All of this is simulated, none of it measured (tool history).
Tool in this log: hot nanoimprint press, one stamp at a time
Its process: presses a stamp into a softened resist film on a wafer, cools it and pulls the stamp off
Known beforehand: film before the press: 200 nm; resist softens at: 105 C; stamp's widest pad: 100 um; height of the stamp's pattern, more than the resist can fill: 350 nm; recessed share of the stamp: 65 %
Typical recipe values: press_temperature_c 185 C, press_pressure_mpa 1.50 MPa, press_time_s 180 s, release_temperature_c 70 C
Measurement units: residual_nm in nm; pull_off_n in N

{"run": 1, "hour": 0.0, "press_temperature_c": 185, "press_pressure_mpa": 1.5, "press_time_s": 180, "release_temperature_c": 70, "residual_nm": 94.4, "pull_off_n": 172}
{"hour": 35.6, "done": "stamp cleaned and given a new release coat"}
{"run": 2, "hour": 59.7, "press_temperature_c": 185, "press_pressure_mpa": 1.79, "press_time_s": 180, "release_temperature_c": 70, "residual_nm": 86.3, "pull_off_n": 111}
{"hour": 69.8, "done": "plate thermocouple calibrated"}
{"run": 3, "hour": 134.6, "press_temperature_c": 185, "press_pressure_mpa": 1.79, "press_time_s": 180, "release_temperature_c": 70, "residual_nm": 83.4, "pull_off_n": 127}
{"run": 4, "hour": 220.8, "press_temperature_c": 185, "press_pressure_mpa": 1.79, "press_time_s": 180, "release_temperature_c": 70, "residual_nm": 84.1, "pull_off_n": 139}
{"run": 5, "hour": 262.0, "press_temperature_c": 185, "press_pressure_mpa": 1.79, "press_time_s": 180, "release_temperature_c": 70, "residual_nm": 85.3, "pull_off_n": 142}
{"run": 6, "hour": 351.6, "press_temperature_c": 188, "press_pressure_mpa": 1.5, "press_time_s": 180, "release_temperature_c": 70, "residual_nm": 82.2, "pull_off_n": 161}
{"run": 7, "hour": 399.2, "press_temperature_c": 188, "press_pressure_mpa": 1.37, "press_time_s": 180, "release_temperature_c": 70, "residual_nm": 86.6, "pull_off_n": 173}
{"hour": 423.7, "done": "stamp cleaned and given a new release coat"}
{"run": 8, "hour": 457.7, "press_temperature_c": 185, "press_pressure_mpa": 1.5, "press_time_s": 180, "release_temperature_c": 72, "residual_nm": 94.6, "pull_off_n": 112}
{"hour": 491.2, "done": "plate thermocouple calibrated"}
{"run": 9, "hour": 514.5, "press_temperature_c": 185, "press_pressure_mpa": 1.5, "press_time_s": 180, "release_temperature_c": 70, "residual_nm": 90.5, "pull_off_n": 122}
{"hour": 582.5, "done": "press's hydraulic seals changed and the load cell set to zero"}
{"run": 10, "hour": 582.5, "press_temperature_c": 185, "press_pressure_mpa": 1.5, "press_time_s": 137, "release_temperature_c": 70, "residual_nm": 97.9, "pull_off_n": 133}
{"run": 11, "hour": 625.9, "press_temperature_c": 185, "press_pressure_mpa": 1.5, "press_time_s": 137, "release_temperature_c": 70, "residual_nm": 99.6, "pull_off_n": 142}
{"run": 12, "hour": 678.3, "press_temperature_c": 185, "press_pressure_mpa": 1.5, "press_time_s": 180, "release_temperature_c": 70, "residual_nm": 90.4, "pull_off_n": 151}
{"run": 13, "hour": 743.8, "press_temperature_c": 185, "press_pressure_mpa": 1.5, "press_time_s": 180, "release_temperature_c": 68, "residual_nm": 90.7, "pull_off_n": 176}
{"hour": 814.1, "done": "stamp cleaned and given a new release coat"}
{"run": 14, "hour": 838.4, "press_temperature_c": 185, "press_pressure_mpa": 2.35, "press_time_s": 180, "release_temperature_c": 68, "residual_nm": 72.9, "pull_off_n": 115}
{"hour": 916.2, "done": "plate thermocouple calibrated"}
{"run": 15, "hour": 926.8, "press_temperature_c": 185, "press_pressure_mpa": 1.84, "press_time_s": 180, "release_temperature_c": 68, "residual_nm": 81.7, "pull_off_n": 136}
{"run": 16, "hour": 1015.9, "press_temperature_c": 185, "press_pressure_mpa": 1.84, "press_time_s": 145, "release_temperature_c": 68, "residual_nm": 88.6, "pull_off_n": 146}
{"run": 17, "hour": 1087.2, "press_temperature_c": 185, "press_pressure_mpa": 1.5, "press_time_s": 267, "release_temperature_c": 74, "residual_nm": 80.1, "pull_off_n": 147}
{"run": 18, "hour": 1153.0, "press_temperature_c": 178, "press_pressure_mpa": 2.39, "press_time_s": 267, "release_temperature_c": 74, "residual_nm": 89.8, "pull_off_n": 161}
{"hour": 1200.4, "done": "stamp cleaned and given a new release coat"}
{"run": 19, "hour": 1230.7, "press_temperature_c": 195, "press_pressure_mpa": 2.39, "press_time_s": 267, "release_temperature_c": 74, "residual_nm": 39.6, "pull_off_n": 109}
{"run": 20, "hour": 1318.3, "press_temperature_c": 183, "press_pressure_mpa": 1.5, "press_time_s": 166, "release_temperature_c": 70, "residual_nm": 106.6, "pull_off_n": 133}
{"hour": 1332.8, "done": "plate thermocouple calibrated"}
{"run": 21, "hour": 1374.1, "press_temperature_c": 196, "press_pressure_mpa": 1.76, "press_time_s": 107, "release_temperature_c": 63, "residual_nm": 63.9, "pull_off_n": 152}
{"run": 22, "hour": 1419.3, "press_temperature_c": 196, "press_pressure_mpa": 1.76, "press_time_s": 107, "release_temperature_c": 63, "residual_nm": 63.7, "pull_off_n": 156}
{"run": 23, "hour": 1479.5, "press_temperature_c": 187, "press_pressure_mpa": 1.34, "press_time_s": 280, "release_temperature_c": 63, "residual_nm": 75.6, "pull_off_n": 166}
{"run": 24, "hour": 1517.4, "press_temperature_c": 187, "press_pressure_mpa": 1.34, "press_time_s": 280, "release_temperature_c": 63, "residual_nm": 77.3, "pull_off_n": 181}
{"run": 25, "hour": 1572.0, "press_temperature_c": 179, "press_pressure_mpa": 1.08, "press_time_s": 94, "release_temperature_c": 70, "residual_nm": 158.8, "pull_off_n": 173}
{"hour": 1587.9, "done": "stamp cleaned and given a new release coat"}
{"run": 26, "hour": 1615.7, "press_temperature_c": 179, "press_pressure_mpa": 1.08, "press_time_s": 94, "release_temperature_c": 70, "residual_nm": 158.5, "pull_off_n": 113}
{"run": 27, "hour": 1679.4, "press_temperature_c": 185, "press_pressure_mpa": 2.05, "press_time_s": 141, "release_temperature_c": 70, "residual_nm": 90.6, "pull_off_n": 129}
{"hour": 1695.8, "done": "press's hydraulic seals changed and the load cell set to zero"}
{"run": 28, "hour": 1733.0, "press_temperature_c": 185, "press_pressure_mpa": 2.05, "press_time_s": 141, "release_temperature_c": 70, "residual_nm": 84.9, "pull_off_n": 135}
{"hour": 1763.2, "done": "plate thermocouple calibrated"}
{"run": 29, "hour": 1807.3, "press_temperature_c": 185, "press_pressure_mpa": 2.05, "press_time_s": 141, "release_temperature_c": 70, "residual_nm": 83.9, "pull_off_n": 148}
{"run": 30, "hour": 1865.8, "press_temperature_c": 186, "press_pressure_mpa": 2.05, "press_time_s": 211, "release_temperature_c": 66, "residual_nm": 70.6, "pull_off_n": 168}

Branching from run 30: 3 alternative next runs. What would each branch give?
{"run": "A", "hour": 1926.0, "press_temperature_c": 185, "press_pressure_mpa": 1.41, "press_time_s": 337, "release_temperature_c": 69, "residual_nm": "?", "pull_off_n": "?"}
{"run": "B", "hour": 1926.0, "press_temperature_c": 185, "press_pressure_mpa": 1.38, "press_time_s": 167, "release_temperature_c": 58, "residual_nm": "?", "pull_off_n": "?"}
{"run": "C", "hour": 1926.0, "press_temperature_c": 197, "press_pressure_mpa": 1.5, "press_time_s": 132, "release_temperature_c": 70, "residual_nm": "?", "pull_off_n": "?"}

run=A residual_nm=75.7 pull_off_n=171
run=B residual_nm=99.2 pull_off_n=183
run=C residual_nm=61.3 pull_off_n=176
What these runs would have given with no unlogged condition in the tool:
run=A residual_nm=73.6 pull_off_n=111
run=B residual_nm=96.7 pull_off_n=119
run=C residual_nm=59.7 pull_off_n=115
